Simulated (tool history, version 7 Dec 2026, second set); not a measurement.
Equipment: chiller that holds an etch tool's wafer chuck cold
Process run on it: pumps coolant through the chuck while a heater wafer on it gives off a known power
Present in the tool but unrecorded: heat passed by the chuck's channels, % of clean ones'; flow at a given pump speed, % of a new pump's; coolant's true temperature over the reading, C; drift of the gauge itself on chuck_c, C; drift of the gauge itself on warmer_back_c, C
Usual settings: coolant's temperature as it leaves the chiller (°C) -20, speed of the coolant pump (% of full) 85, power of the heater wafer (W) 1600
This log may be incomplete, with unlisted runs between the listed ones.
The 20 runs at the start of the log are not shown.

| run | hour | coolant's temperature as it leaves the chiller (°C) | speed of the coolant pump (% of full) | power of the heater wafer (W) | hours since the coolant was changed and the channels were flushed | hours since the pump was overhauled | hours since the chiller's thermometer was calibrated | chuck's temperature once it has settled (°C) | how much warmer the coolant comes back (C) |
|---|---|---|---|---|---|---|---|---|---|
| 21 | 562.8 | -29 | 72 | 1600 | 2717 | 1876 | 2211 | -13.3 | 7.16 |
| 22 | 595.8 | -20 | 87 | 1696 | 2750 | 1909 | 2244 | -5.5 | 6.23 |
| 23 | 616.0 | -26 | 77 | 818 | 2770 | 1929 | 2264 | -18.2 | 3.42 |
| 24 | 640.6 | -26 | 77 | 818 | 2795 | 1954 | 2288 | -18.0 | 3.40 |
| 25 | 662.7 | -28 | 73 | 818 | 2817 | 1976 | 2311 | -19.8 | 3.64 |
| 26 | 685.1 | -20 | 73 | 1100 | 2839 | 1998 | 2333 | -9.0 | 4.85 |
| 27 | 713.6 | -23 | 74 | 2320 | 2868 | 2027 | 2361 | -0.5 | 10.08 |
| 28 | 729.5 | -23 | 74 | 989 | 2884 | 2043 | 2377 | -13.2 | 4.32 |
| 29 | 761.7 | -16 | 74 | 1642 | 2916 | 2075 | 2410 | 0.1 | 7.17 |
| 30 | 788.8 | -12 | 85 | 1600 | 2943 | 2102 | 2437 | 1.9 | 6.11 |
| 31 | 816.3 | -12 | 85 | 1600 | 2970 | 2129 | 2464 | 2.0 | 6.04 |

Alternative continuations, all from the tool just after run 31; predict every row:
| A | 851.2 | -20 | 89 | 2327 | 3005 | 2164 | 2499 | ? | ? |
| B | 851.2 | -22 | 91 | 1444 | 3005 | 2164 | 2499 | ? | ? |
| C | 851.2 | -12 | 85 | 1983 | 3005 | 2164 | 2499 | ? | ? |
| D | 851.2 | -20 | 66 | 1600 | 3005 | 2164 | 2499 | ? | ? |
| E | 851.2 | -20 | 83 | 1600 | 3005 | 2164 | 2499 | ? | ? |

| run | chuck's temperature once it has settled (°C) | how much warmer the coolant comes back (C) |
|---|---|---|
| A | -0.6 | 8.42 |
| B | -10.1 | 5.18 |
| C | 5.4 | 7.52 |
| D | -2.9 | 7.78 |
| E | -5.7 | 6.14 |
Had the tool no hidden state, the same runs would have come out as:
| run | chuck's temperature once it has settled (°C) | how much warmer the coolant comes back (C) |
|---|---|---|
| A | -3.1 | 8.25 |
| B | -11.7 | 5.08 |
| C | 3.1 | 7.37 |
| D | -5.1 | 7.62 |
| E | -7.6 | 6.02 |
